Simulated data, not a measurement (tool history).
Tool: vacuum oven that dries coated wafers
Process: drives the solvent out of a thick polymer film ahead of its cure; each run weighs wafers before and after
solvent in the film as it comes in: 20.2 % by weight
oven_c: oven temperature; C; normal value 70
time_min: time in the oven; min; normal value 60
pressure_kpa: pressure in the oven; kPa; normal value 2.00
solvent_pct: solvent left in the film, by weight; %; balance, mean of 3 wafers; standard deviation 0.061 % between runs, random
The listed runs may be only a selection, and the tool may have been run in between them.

run 1 hour=0.0 | oven_c=70 time_min=60 pressure_kpa=2.00 | solvent_pct=3.75
run 2 hour=15.1 | oven_c=70 time_min=60 pressure_kpa=2.00 | solvent_pct=3.68
run 3 hour=25.4 | oven_c=70 time_min=60 pressure_kpa=2.00 | solvent_pct=3.74
run 4 hour=35.2 | oven_c=70 time_min=60 pressure_kpa=2.00 | solvent_pct=3.79
run 5 hour=47.4 | oven_c=70 time_min=60 pressure_kpa=2.00 | solvent_pct=3.84
run 6 hour=57.6 | oven_c=64 time_min=60 pressure_kpa=2.00 | solvent_pct=5.65
run 7 hour=65.8 | oven_c=70 time_min=40 pressure_kpa=2.00 | solvent_pct=5.09
run 8 hour=81.3 | oven_c=70 time_min=40 pressure_kpa=2.00 | solvent_pct=5.19
run 9 hour=91.8 | oven_c=70 time_min=60 pressure_kpa=2.00 | solvent_pct=3.70
run 10 hour=104.3 | oven_c=60 time_min=60 pressure_kpa=2.00 | solvent_pct=7.15
run 11 hour=118.1 | oven_c=60 time_min=60 pressure_kpa=2.00 | solvent_pct=7.27
run 12 hour=132.1 | oven_c=60 time_min=60 pressure_kpa=2.00 | solvent_pct=6.92
run 13 hour=143.3 | oven_c=60 time_min=60 pressure_kpa=2.00 | solvent_pct=7.14
run 14 hour=160.7 | oven_c=70 time_min=60 pressure_kpa=1.08 | solvent_pct=2.53
run 15 hour=173.6 | oven_c=70 time_min=60 pressure_kpa=1.08 | solvent_pct=2.68
run 16 hour=184.8 | oven_c=70 time_min=60 pressure_kpa=2.00 | solvent_pct=3.85
run 17 hour=201.0 | oven_c=70 time_min=60 pressure_kpa=2.00 | solvent_pct=3.84
run 18 hour=213.3 | oven_c=70 time_min=60 pressure_kpa=2.00 | solvent_pct=3.85
run 19 hour=223.7 | oven_c=70 time_min=60 pressure_kpa=2.00 | solvent_pct=3.78
run 20 hour=241.2 | oven_c=70 time_min=60 pressure_kpa=2.00 | solvent_pct=3.81
run 21 hour=253.4 | oven_c=70 time_min=60 pressure_kpa=2.00 | solvent_pct=3.82
run 22 hour=261.2 | oven_c=70 time_min=60 pressure_kpa=2.00 | solvent_pct=3.88
run 23 hour=269.3 | oven_c=70 time_min=60 pressure_kpa=2.00 | solvent_pct=3.94
run 24 hour=277.7 | oven_c=70 time_min=60 pressure_kpa=1.92 | solvent_pct=3.74
run 25 hour=288.8 | oven_c=84 time_min=67 pressure_kpa=4.88 | solvent_pct=3.89
run 26 hour=304.8 | oven_c=78 time_min=53 pressure_kpa=4.88 | solvent_pct=5.09
run 27 hour=317.8 | oven_c=66 time_min=60 pressure_kpa=2.00 | solvent_pct=5.02
run 28 hour=328.4 | oven_c=66 time_min=60 pressure_kpa=2.00 | solvent_pct=4.96
run 29 hour=336.0 | oven_c=67 time_min=60 pressure_kpa=4.27 | solvent_pct=7.85
run 30 hour=352.1 | oven_c=66 time_min=47 pressure_kpa=4.01 | solvent_pct=8.90
run 31 hour=360.2 | oven_c=66 time_min=30 pressure_kpa=4.75 | solvent_pct=11.27
run 32 hour=374.9 | oven_c=66 time_min=81 pressure_kpa=4.75 | solvent_pct=8.14
run 33 hour=385.7 | oven_c=80 time_min=31 pressure_kpa=5.47 | solvent_pct=6.26
run 34 hour=401.8 | oven_c=55 time_min=60 pressure_kpa=7.83 | solvent_pct=19.92
run 35 hour=418.8 | oven_c=55 time_min=60 pressure_kpa=7.83 | solvent_pct=20.05
run 36 hour=433.3 | oven_c=55 time_min=60 pressure_kpa=7.83 | solvent_pct=20.08
run 37 hour=441.8 | oven_c=73 time_min=54 pressure_kpa=7.83 | solvent_pct=9.99
run 38 hour=458.4 | oven_c=61 time_min=59 pressure_kpa=2.60 | solvent_pct=8.02
run 39 hour=474.3 | oven_c=57 time_min=60 pressure_kpa=2.00 | solvent_pct=8.60
run 40 hour=488.1 | oven_c=58 time_min=33 pressure_kpa=1.78 | solvent_pct=10.53
run 41 hour=497.3 | oven_c=57 time_min=33 pressure_kpa=1.70 | solvent_pct=11.01
run 42 hour=511.0 | oven_c=72 time_min=45 pressure_kpa=7.26 | solvent_pct=10.20
run 43 hour=518.6 | oven_c=72 time_min=45 pressure_kpa=7.26 | solvent_pct=10.30
run 44 hour=528.4 | oven_c=57 time_min=76 pressure_kpa=2.00 | solvent_pct=7.54
run 45 hour=544.7 | oven_c=57 time_min=76 pressure_kpa=2.00 | solvent_pct=7.73
run 46 hour=561.3 | oven_c=57 time_min=76 pressure_kpa=2.00 | solvent_pct=7.67
run 47 hour=573.6 | oven_c=78 time_min=37 pressure_kpa=1.85 | solvent_pct=3.21

Some steps in solvent_pct between neighbouring runs. How much of each would the tool show without its hidden state too (settings, what came in, random variation), and how much is left for the hidden state, with any gauge scatter that isn't in both results?
Unlogged tool condition in this case: true wafer temperature over the reading, C; true pressure over the reading, kPa; drift of the gauge itself on solvent_pct, %.
Run 9 -> 10: oven_c 70 -> 60. solvent_pct +3.45 %: hidden state +0.17, all else +3.28.
Run 13 -> 14: oven_c 60 -> 70, pressure_kpa 2.00 -> 1.08. solvent_pct -4.61 %: hidden state -0.20, all else -4.41.
Run 33 -> 34: oven_c 80 -> 55, time_min 31 -> 60, pressure_kpa 5.47 -> 7.83. solvent_pct +13.66 %: hidden state +0.06, all else +13.60.
Run 36 -> 37: oven_c 55 -> 73, time_min 60 -> 54. solvent_pct -10.09 %: hidden state +0.16, all else -10.25.
Run 46 -> 47: oven_c 57 -> 78, time_min 76 -> 37, pressure_kpa 2.00 -> 1.85. solvent_pct -4.46 %: hidden state -0.42, all else -4.04.
